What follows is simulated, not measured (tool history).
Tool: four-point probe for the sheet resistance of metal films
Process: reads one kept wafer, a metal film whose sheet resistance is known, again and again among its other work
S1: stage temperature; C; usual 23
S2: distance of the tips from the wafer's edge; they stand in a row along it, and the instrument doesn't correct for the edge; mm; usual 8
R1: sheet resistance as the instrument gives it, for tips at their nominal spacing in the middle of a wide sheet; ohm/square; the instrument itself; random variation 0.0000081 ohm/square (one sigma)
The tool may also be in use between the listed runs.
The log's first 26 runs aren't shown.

run 27 hour=281.5 | S1=25 S2=8 | R1=0.040484
run 28 hour=293 | S1=23 S2=26 | R1=0.040439
run 29 hour=303.9 | S1=23 S2=26 | R1=0.040437
run 30 hour=313.3 | S1=19 S2=45 | R1=0.040507
run 31 hour=326.9 | S1=32 S2=7 | R1=0.040352
run 32 hour=338.3 | S1=18 S2=66 | R1=0.040548
run 33 hour=346.7 | S1=21 S2=16 | R1=0.040489
run 34 hour=353.9 | S1=32 S2=12 | R1=0.040287
run 35 hour=365.9 | S1=19 S2=72 | R1=0.040503
run 36 hour=378.1 | S1=32 S2=16 | R1=0.040283
run 37 hour=390.3 | S1=29 S2=8 | R1=0.040397
run 38 hour=402.2 | S1=29 S2=8 | R1=0.040396
run 39 hour=414.8 | S1=26 S2=8 | R1=0.040435
run 40 hour=424.3 | S1=29 S2=69 | R1=0.040302
run 41 hour=434.7 | S1=23 S2=8 | R1=0.040493
run 42 hour=447 | S1=23 S2=8 | R1=0.040497
run 43 hour=458.5 | S1=21 S2=36 | R1=0.040439
run 44 hour=468.7 | S1=27 S2=45 | R1=0.04034

5 ways to go on from here, each from the tool as it stands after run 44. What would each give?
run A hour=481.3 | S1=30 S2=12 | R1=?
run B hour=481.3 | S1=29 S2=11 | R1=?
run C hour=481.3 | S1=23 S2=15 | R1=?
run D hour=481.3 | S1=22 S2=13 | R1=?
run E hour=481.3 | S1=20 S2=31 | R1=?

run=A R1=0.040302
run=B R1=0.04034
run=C R1=0.04042
run=D R1=0.040455
run=E R1=0.040469
Without the tool's hidden state the same runs would have given:
run=A R1=0.040494
run=B R1=0.040533
run=C R1=0.040613
run=D R1=0.040649
run=E R1=0.040662
